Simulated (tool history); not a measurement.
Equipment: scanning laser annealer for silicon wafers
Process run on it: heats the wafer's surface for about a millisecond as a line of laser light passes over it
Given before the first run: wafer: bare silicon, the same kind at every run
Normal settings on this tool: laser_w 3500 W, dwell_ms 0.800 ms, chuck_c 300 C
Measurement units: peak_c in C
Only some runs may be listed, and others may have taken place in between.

{"run": 1, "day": 0.0, "laser_w": 3500, "dwell_ms": 0.8, "chuck_c": 300, "peak_c": 1144}
{"run": 2, "day": 3.612, "laser_w": 3776, "dwell_ms": 0.8, "chuck_c": 300, "peak_c": 1203}
{"run": 3, "day": 7.15, "laser_w": 3776, "dwell_ms": 0.8, "chuck_c": 300, "peak_c": 1196}
{"run": 4, "day": 9.754, "laser_w": 3776, "dwell_ms": 0.8, "chuck_c": 300, "peak_c": 1193}
{"run": 5, "day": 13.225, "laser_w": 3500, "dwell_ms": 0.8, "chuck_c": 283, "peak_c": 1108}
{"run": 6, "day": 17.054, "laser_w": 3500, "dwell_ms": 0.8, "chuck_c": 283, "peak_c": 1106}
{"run": 7, "day": 20.008, "laser_w": 3356, "dwell_ms": 0.8, "chuck_c": 283, "peak_c": 1069}
{"run": 8, "day": 22.392, "laser_w": 3356, "dwell_ms": 0.8, "chuck_c": 283, "peak_c": 1067}
{"run": 9, "day": 25.792, "laser_w": 3356, "dwell_ms": 0.8, "chuck_c": 283, "peak_c": 1061}
{"run": 10, "day": 29.629, "laser_w": 3356, "dwell_ms": 0.8, "chuck_c": 264, "peak_c": 1037}
{"run": 11, "day": 32.054, "laser_w": 3356, "dwell_ms": 0.8, "chuck_c": 264, "peak_c": 1037}
{"run": 12, "day": 33.654, "laser_w": 3356, "dwell_ms": 0.8, "chuck_c": 264, "peak_c": 1035}
{"run": 13, "day": 36.358, "laser_w": 3374, "dwell_ms": 0.647, "chuck_c": 285, "peak_c": 989}
{"day": 36.629, "done": "window over the wafer cleaned"}
{"run": 14, "day": 39.483, "laser_w": 3374, "dwell_ms": 0.983, "chuck_c": 285, "peak_c": 1117}
{"run": 15, "day": 42.846, "laser_w": 3500, "dwell_ms": 0.708, "chuck_c": 300, "peak_c": 1044}
{"run": 16, "day": 45.012, "laser_w": 3514, "dwell_ms": 0.8, "chuck_c": 290, "peak_c": 1074}
{"day": 48.1, "done": "window over the wafer cleaned, once more"}
{"run": 17, "day": 48.592, "laser_w": 3514, "dwell_ms": 0.8, "chuck_c": 290, "peak_c": 1128}
{"run": 18, "day": 50.946, "laser_w": 3514, "dwell_ms": 0.8, "chuck_c": 290, "peak_c": 1124}
{"run": 19, "day": 54.362, "laser_w": 3494, "dwell_ms": 0.978, "chuck_c": 339, "peak_c": 1238}
{"run": 20, "day": 56.842, "laser_w": 3500, "dwell_ms": 0.8, "chuck_c": 318, "peak_c": 1143}

3 options for the next run, each taken on its own from the tool as it stands now. Forecast them:
{"run": "A", "day": 60.421, "laser_w": 3500, "dwell_ms": 0.586, "chuck_c": 306, "peak_c": "?"}
{"run": "B", "day": 60.421, "laser_w": 3500, "dwell_ms": 0.812, "chuck_c": 300, "peak_c": "?"}
{"run": "C", "day": 60.421, "laser_w": 3500, "dwell_ms": 0.8, "chuck_c": 330, "peak_c": "?"}

run=A peak_c=1028
run=B peak_c=1127
run=C peak_c=1149
With no hidden state in the tool, these same runs would have given:
run=A peak_c=1040
run=B peak_c=1140
run=C peak_c=1162

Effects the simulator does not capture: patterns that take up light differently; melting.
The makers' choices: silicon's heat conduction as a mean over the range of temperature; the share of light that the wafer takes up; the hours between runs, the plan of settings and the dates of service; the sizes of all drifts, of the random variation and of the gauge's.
